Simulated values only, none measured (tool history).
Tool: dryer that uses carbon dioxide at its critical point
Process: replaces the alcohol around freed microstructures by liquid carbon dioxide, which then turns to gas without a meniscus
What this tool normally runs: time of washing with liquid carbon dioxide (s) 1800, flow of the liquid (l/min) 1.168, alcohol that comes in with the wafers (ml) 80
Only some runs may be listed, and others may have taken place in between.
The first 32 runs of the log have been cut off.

run   hour  time of washing with liquid carbon dioxide (s)  flow of the liquid (l/min)  alcohol that comes in with the wafers (ml)  alcohol left in the vessel before it's heated (ppm by volume)
 33  494.2                                            2040                       0.740                                          56                                                            184
 34  503.7                                            2040                       0.740                                          56                                                            178
 35  520.7                                            1800                       0.790                                          80                                                            311
 36  531.0                                            1800                       0.730                                          60                                                            326
 37  546.0                                            1800                       1.168                                          72                                                             58
     548.8  -- inlet filter changed
 38  566.6                                            1800                       1.168                                          72                                                             47
 39  583.7                                            1800                       1.168                                          72                                                             48
 40  603.4                                            1800                       1.168                                          72                                                             63
 41  615.4                                            1200                       1.168                                         116                                                            307
 42  633.1                                            1200                       1.168                                         116                                                            306
 43  645.5                                            1740                       1.170                                          80                                                             54
 44  657.2                                            1260                       1.790                                          41                                                             36
 45  669.4                                            2100                       1.980                                          23                                                             41
 46  686.7                                            1140                       1.270                                          43                                                            120

Forecast each of these 3 alternatives for the next run:
  A  700.4                                            1140                       1.410                                          43                                                              ?
  B  700.4                                            1140                       1.790                                          43                                                              ?
  C  700.4                                            1140                       1.040                                         104                                                              ?

run  alcohol left in the vessel before it's heated (ppm by volume)
  A                                                             98
  B                                                             50
  C                                                            571
The same runs, with their run-to-run variation unchanged, on a tool lacking any hidden condition would have given:
run  alcohol left in the vessel before it's heated (ppm by volume)
  A                                                             61
  B                                                             19
  C                                                            475
